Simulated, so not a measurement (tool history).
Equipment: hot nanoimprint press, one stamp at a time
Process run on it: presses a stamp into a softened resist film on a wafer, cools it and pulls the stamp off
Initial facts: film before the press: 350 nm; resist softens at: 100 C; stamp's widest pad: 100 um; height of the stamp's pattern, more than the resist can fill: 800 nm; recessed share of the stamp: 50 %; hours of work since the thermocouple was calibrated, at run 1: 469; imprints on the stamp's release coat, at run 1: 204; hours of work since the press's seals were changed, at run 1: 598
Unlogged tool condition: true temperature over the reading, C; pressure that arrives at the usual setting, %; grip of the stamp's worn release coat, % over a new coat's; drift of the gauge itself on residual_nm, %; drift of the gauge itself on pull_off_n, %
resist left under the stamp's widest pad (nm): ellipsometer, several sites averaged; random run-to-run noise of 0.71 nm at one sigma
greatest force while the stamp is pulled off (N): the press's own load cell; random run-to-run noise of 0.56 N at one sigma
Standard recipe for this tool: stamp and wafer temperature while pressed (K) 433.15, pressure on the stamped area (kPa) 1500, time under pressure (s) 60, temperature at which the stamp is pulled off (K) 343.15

run,day,stamp and wafer temperature while pressed (K),pressure on the stamped area (kPa),time under pressure (s),temperature at which the stamp is pulled off (K),hours of work since the thermocouple was calibrated,imprints on the stamp's release coat,hours of work since the press's seals were changed,resist left under the stamp's widest pad (nm),greatest force while the stamp is pulled off (N)
1,0.000,433.15,1500,60,343.15,469,204,598,168.3,211.0
2,1.117,433.15,1500,60,343.15,489,343,617,167.5,213.9
3,2.029,433.15,1260,60,343.15,505,456,634,178.9,216.3
# day 3.383: stamp cleaned and given a new release coat
4,3.471,433.15,1260,60,343.15,526,11,655,178.1,207.7
# day 4.275: plate thermocouple calibrated
5,4.758,433.15,1260,60,343.15,9,155,675,196.0,219.6
6,6.525,433.15,1260,60,343.15,40,374,707,193.7,224.1
7,8.138,433.15,1500,109,343.15,68,574,735,143.8,227.8
# day 8.517: stamp cleaned and given a new release coat
8,9.542,433.15,1500,109,343.15,89,127,756,143.5,218.1
9,10.492,433.15,1500,109,343.15,106,245,773,143.7,220.2
10,12.042,433.15,1500,109,343.15,133,437,800,143.4,224.6
# day 13.504: stamp cleaned and given a new release coat
11,13.504,433.15,1500,109,343.15,155,0,822,143.5,214.7
12,14.792,437.15,1500,60,343.15,178,160,844,152.5,217.0
13,16.208,437.15,1500,60,343.15,203,335,869,152.6,220.5
14,17.850,437.15,1500,60,343.15,232,539,899,150.6,223.8
# day 18.575: stamp cleaned and given a new release coat
15,19.488,433.15,1500,86,349.15,256,113,923,155.1,187.7
16,21.279,438.15,1500,60,349.15,288,335,955,144.0,192.4
# day 22.212: press's hydraulic seals changed and the load cell set to zero
17,22.533,438.15,1500,60,349.15,304,450,6,140.0,193.2
18,23.367,443.15,1010,60,336.15,319,553,20,138.6,255.3
# day 23.921: stamp cleaned and given a new release coat
19,24.946,443.15,1010,60,336.15,343,127,44,137.1,245.0
20,25.800,433.15,1500,82,342.15,358,233,59,152.0,220.9
21,27.212,433.15,1500,82,342.15,383,409,84,151.9,223.8
22,28.342,438.15,1220,39,335.15,403,549,104,179.2,257.2
# day 28.979: stamp cleaned and given a new release coat
23,29.633,438.15,1220,39,335.15,421,82,123,178.3,247.0
24,31.117,424.15,1220,52,335.15,448,266,149,259.8,251.4
25,32.175,424.15,1220,52,335.15,466,397,168,260.1,253.2
# day 33.975: stamp cleaned and given a new release coat
26,34.062,422.15,1130,112,340.15,496,11,197,232.1,221.7
27,35.333,422.15,1130,112,340.15,518,168,219,232.4,225.3
# day 36.604: plate thermocouple calibrated
28,36.854,422.15,1130,112,340.15,4,342,244,247.4,236.6

Below, each run's measurement less what the same run would have read without the hidden state. Both values contain the same run-to-run variation, but the gauge's scatter may not be the same in both:
run,resist left under the stamp's widest pad (nm),greatest force while the stamp is pulled off (N)
1,-11.4,-4.4
2,-11.8,-2.1
3,-12.8,-0.2
4,-13.4,-9.3
5,+3.0,+3.8
6,+2.2,+7.7
7,+1.7,+11.4
8,+1.3,+2.0
9,+1.0,+4.1
10,+0.5,+7.5
11,-0.1,-1.7
12,-0.3,+1.1
13,-0.8,+4.2
14,-1.5,+7.8
15,-2.4,-1.5
16,-2.4,+1.9
17,-5.6,+3.5
18,-5.3,+8.0
19,-5.8,-2.1
20,-7.6,-0.5
21,-8.2,+2.6
22,-8.5,+6.7
23,-8.8,-4.5
24,-10.7,-0.7
25,-11.3,+2.0
26,-14.1,-7.4
27,-14.7,-4.5
28,+0.9,+7.5
